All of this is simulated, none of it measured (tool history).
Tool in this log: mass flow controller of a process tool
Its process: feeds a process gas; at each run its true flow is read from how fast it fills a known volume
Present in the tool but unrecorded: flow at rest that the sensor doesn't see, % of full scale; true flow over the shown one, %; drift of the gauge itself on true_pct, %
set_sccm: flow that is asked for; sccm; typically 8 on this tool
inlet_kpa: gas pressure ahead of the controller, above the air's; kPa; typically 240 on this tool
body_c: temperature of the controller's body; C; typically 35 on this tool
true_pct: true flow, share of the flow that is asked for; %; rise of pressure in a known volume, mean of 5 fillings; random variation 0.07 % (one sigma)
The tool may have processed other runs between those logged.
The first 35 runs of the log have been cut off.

run	day	set_sccm	inlet_kpa	body_c	hours of work since the controller was set to zero	hours of work since the controller was changed	true_pct
36	231.292	8	183	22	308	4608	99.65
37	235.608	8	183	22	344	4644	99.67
38	243.150	15	184	25	405	4705	99.90
39	251.096	3	184	25	470	4770	99.25
40	256.421	8	154	35	514	4814	98.94
41	262.500	4	240	23	564	4864	99.31
42	267.233	4	240	23	603	4903	99.23
43	274.812	4	240	23	664	4965	99.40
44	279.458	8	170	35	703	5003	98.99
45	285.171	6	218	35	749	5049	98.78
46	291.058	12	225	35	797	5098	99.10
47	294.954	12	225	35	829	5129	99.28
48	304.517	10	152	30	908	5208	99.54

Forecast each of these 4 alternatives for the next run:
A	311.688	10	152	35	966	5266	?
B	311.688	9	144	27	966	5266	?
C	311.688	10	277	25	966	5266	?
D	311.688	6	188	24	966	5266	?

run	true_pct
A	99.17
B	99.85
C	99.54
D	99.67
With the hidden condition removed and each run's random variation left untouched, the same runs would have given:
run	true_pct
A	98.77
B	99.45
C	99.14
D	99.28
